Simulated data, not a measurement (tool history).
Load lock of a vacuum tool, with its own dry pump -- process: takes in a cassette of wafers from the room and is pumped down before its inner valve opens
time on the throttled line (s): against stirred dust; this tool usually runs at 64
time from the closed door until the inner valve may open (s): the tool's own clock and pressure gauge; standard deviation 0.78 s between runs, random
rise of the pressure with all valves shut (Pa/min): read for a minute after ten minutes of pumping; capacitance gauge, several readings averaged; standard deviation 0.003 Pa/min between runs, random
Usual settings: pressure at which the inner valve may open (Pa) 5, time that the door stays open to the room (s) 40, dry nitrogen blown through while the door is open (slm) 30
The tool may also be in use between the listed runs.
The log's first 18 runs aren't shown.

run	day	time on the throttled line (s)	pressure at which the inner valve may open (Pa)	time that the door stays open to the room (s)	dry nitrogen blown through while the door is open (slm)	incoming humidity of the room's air, %	time from the closed door until the inner valve may open (s)	rise of the pressure with all valves shut (Pa/min)
# day 156.304: door's seal changed, seat wiped
19	165.800	64	5	68	30	41.8	128.1	0.015
20	177.421	64	5	68	30	47.3	128.3	0.010
21	189.962	64	5	68	30	47.6	128.3	0.020
22	203.408	64	5	68	30	44.2	127.0	0.023
23	212.942	64	9	138	5	43.8	122.9	0.041
24	226.208	64	9	138	5	45.2	122.8	0.048
25	235.250	64	7	65	10	44.9	125.5	0.041
26	244.754	64	7	65	10	46.6	126.3	0.043
27	252.696	80	5	40	13	44.5	139.7	0.042
28	263.917	80	5	40	13	45.9	139.8	0.049
29	273.808	61	8	154	30	45.6	122.6	0.054
30	285.521	92	5	135	7	48.0	147.8	0.077
31	296.758	92	5	135	7	45.9	148.7	0.083
32	309.258	88	8	145	30	43.6	141.3	0.070
33	322.842	88	8	145	30	42.8	140.2	0.081

Predict the results of run 34:
34	329.717	122	8	57	34	45.4	?	?

time from the closed door until the inner valve may open (s): 165.8
rise of the pressure with all valves shut (Pa/min): 0.076
Had the tool carried no hidden state, the very same run would have given time from the closed door until the inner valve may open (s) 159.6, rise of the pressure with all valves shut (Pa/min) 0.007.

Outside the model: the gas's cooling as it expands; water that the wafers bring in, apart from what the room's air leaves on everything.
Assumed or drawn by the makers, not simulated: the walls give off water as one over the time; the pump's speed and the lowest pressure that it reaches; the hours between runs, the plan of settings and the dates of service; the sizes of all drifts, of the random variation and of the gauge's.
